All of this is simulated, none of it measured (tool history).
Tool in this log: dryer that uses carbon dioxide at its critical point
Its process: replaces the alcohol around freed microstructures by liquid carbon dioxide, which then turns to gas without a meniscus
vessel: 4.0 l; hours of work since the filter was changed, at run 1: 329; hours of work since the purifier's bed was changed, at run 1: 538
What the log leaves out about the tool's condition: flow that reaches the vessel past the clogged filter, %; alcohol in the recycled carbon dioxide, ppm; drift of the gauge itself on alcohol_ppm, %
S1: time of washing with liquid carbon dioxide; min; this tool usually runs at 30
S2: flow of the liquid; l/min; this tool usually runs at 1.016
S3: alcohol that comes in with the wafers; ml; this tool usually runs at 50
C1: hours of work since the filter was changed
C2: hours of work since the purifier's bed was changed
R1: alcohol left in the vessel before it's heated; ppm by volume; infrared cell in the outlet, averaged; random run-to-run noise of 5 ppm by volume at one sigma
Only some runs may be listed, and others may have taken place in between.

run 1 hour=0.0 | S1=30 S2=1.016 S3=50 | C1=329 C2=538 | R1=283
run 2 hour=25.8 | S1=30 S2=1.016 S3=50 | C1=341 C2=550 | R1=301
run 3 hour=62.0 | S1=30 S2=1.016 S3=50 | C1=357 C2=566 | R1=298
run 4 hour=79.5 | S1=30 S2=1.016 S3=50 | C1=365 C2=574 | R1=303
run 5 hour=101.3 | S1=30 S2=1.016 S3=50 | C1=375 C2=584 | R1=308
run 6 hour=136.6 | S1=30 S2=1.016 S3=50 | C1=391 C2=600 | R1=318
run 7 hour=154.5 | S1=30 S2=1.190 S3=50 | C1=399 C2=608 | R1=286
run 8 hour=181.2 | S1=30 S2=1.016 S3=50 | C1=411 C2=620 | R1=339
run 9 hour=213.6 | S1=30 S2=1.016 S3=50 | C1=426 C2=635 | R1=347
run 10 hour=234.3 | S1=30 S2=1.016 S3=50 | C1=435 C2=644 | R1=352
run 11 hour=262.5 | S1=30 S2=1.590 S3=50 | C1=448 C2=657 | R1=264
-- hour=282.2 inlet filter changed
run 12 hour=298.4 | S1=30 S2=1.060 S3=50 | C1=7 C2=673 | R1=301
run 13 hour=323.6 | S1=30 S2=1.060 S3=50 | C1=19 C2=684 | R1=303
run 14 hour=341.0 | S1=30 S2=1.060 S3=38 | C1=27 C2=692 | R1=290
run 15 hour=377.0 | S1=30 S2=1.570 S3=50 | C1=43 C2=708 | R1=274
-- hour=400.7 purifier's bed changed
run 16 hour=404.7 | S1=30 S2=0.880 S3=50 | C1=54 C2=2 | R1=106
run 17 hour=438.5 | S1=38 S2=1.580 S3=111 | C1=70 C2=17 | R1=12
run 18 hour=462.1 | S1=33 S2=0.830 S3=50 | C1=80 C2=28 | R1=106
run 19 hour=497.3 | S1=26 S2=0.830 S3=53 | C1=96 C2=44 | R1=290
run 20 hour=534.8 | S1=19 S2=1.016 S3=69 | C1=113 C2=61 | R1=532
run 21 hour=570.5 | S1=19 S2=1.016 S3=69 | C1=129 C2=77 | R1=540
run 22 hour=595.4 | S1=19 S2=1.016 S3=69 | C1=141 C2=88 | R1=554
run 23 hour=616.2 | S1=19 S2=1.016 S3=69 | C1=150 C2=98 | R1=563
run 24 hour=636.8 | S1=30 S2=0.660 S3=111 | C1=159 C2=107 | R1=901

Forecast each of these 3 alternatives for the next run:
run A hour=659.9 | S1=30 S2=1.030 S3=111 | C1=170 C2=117 | R1=?
run B hour=659.9 | S1=45 S2=1.160 S3=54 | C1=170 C2=117 | R1=?
run C hour=659.9 | S1=30 S2=0.650 S3=80 | C1=170 C2=117 | R1=?

run=A R1=165
run=B R1=51
run=C R1=742
With the hidden condition removed and each run's random variation left untouched, the same runs would have given:
run=A R1=81
run=B R1=3
run=C R1=553
